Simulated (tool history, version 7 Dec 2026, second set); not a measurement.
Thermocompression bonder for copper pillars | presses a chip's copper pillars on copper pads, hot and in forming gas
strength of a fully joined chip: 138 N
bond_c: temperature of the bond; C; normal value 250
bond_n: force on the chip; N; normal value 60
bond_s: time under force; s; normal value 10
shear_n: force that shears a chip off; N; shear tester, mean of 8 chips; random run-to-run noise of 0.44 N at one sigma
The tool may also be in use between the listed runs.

{"run": 1, "hour": 0.0, "bond_c": 250, "bond_n": 60, "bond_s": 10, "shear_n": 60.7}
{"run": 2, "hour": 11.5, "bond_c": 250, "bond_n": 60, "bond_s": 5, "shear_n": 46}
{"run": 3, "hour": 23.9, "bond_c": 253, "bond_n": 60, "bond_s": 5, "shear_n": 48}
{"run": 4, "hour": 44.8, "bond_c": 250, "bond_n": 60, "bond_s": 10, "shear_n": 59.7}
{"run": 5, "hour": 56.6, "bond_c": 250, "bond_n": 60, "bond_s": 10, "shear_n": 60.7}
{"run": 6, "hour": 74.6, "bond_c": 250, "bond_n": 41, "bond_s": 10, "shear_n": 41.9}
{"run": 7, "hour": 94.0, "bond_c": 250, "bond_n": 84, "bond_s": 10, "shear_n": 81.2}
{"run": 8, "hour": 117.9, "bond_c": 250, "bond_n": 84, "bond_s": 10, "shear_n": 82.2}
{"run": 9, "hour": 128.3, "bond_c": 244, "bond_n": 67, "bond_s": 15, "shear_n": 71.7}
{"run": 10, "hour": 146.1, "bond_c": 261, "bond_n": 67, "bond_s": 15, "shear_n": 85.5}
{"run": 11, "hour": 170.3, "bond_c": 261, "bond_n": 67, "bond_s": 15, "shear_n": 85.7}
{"run": 12, "hour": 194.6, "bond_c": 234, "bond_n": 48, "bond_s": 10, "shear_n": 39.2}
{"run": 13, "hour": 214.1, "bond_c": 222, "bond_n": 75, "bond_s": 6, "shear_n": 42}
{"run": 14, "hour": 230.1, "bond_c": 272, "bond_n": 60, "bond_s": 10, "shear_n": 77.1}
{"run": 15, "hour": 242.8, "bond_c": 272, "bond_n": 60, "bond_s": 10, "shear_n": 77.9}
{"run": 16, "hour": 259.9, "bond_c": 272, "bond_n": 60, "bond_s": 10, "shear_n": 77.1}

Below are 3 alternative next runs, each starting from the tool's condition after run 16. Predict each:
{"run": "A", "hour": 270.2, "bond_c": 276, "bond_n": 83, "bond_s": 9, "shear_n": "?"}
{"run": "B", "hour": 270.2, "bond_c": 250, "bond_n": 60, "bond_s": 10, "shear_n": "?"}
{"run": "C", "hour": 270.2, "bond_c": 272, "bond_n": 71, "bond_s": 15, "shear_n": "?"}

run=A shear_n=99.1
run=B shear_n=60.4
run=C shear_n=99
Stripped of hidden state, with their random variation kept, the same runs would have yielded:
run=A shear_n=99
run=B shear_n=60.2
run=C shear_n=98.9

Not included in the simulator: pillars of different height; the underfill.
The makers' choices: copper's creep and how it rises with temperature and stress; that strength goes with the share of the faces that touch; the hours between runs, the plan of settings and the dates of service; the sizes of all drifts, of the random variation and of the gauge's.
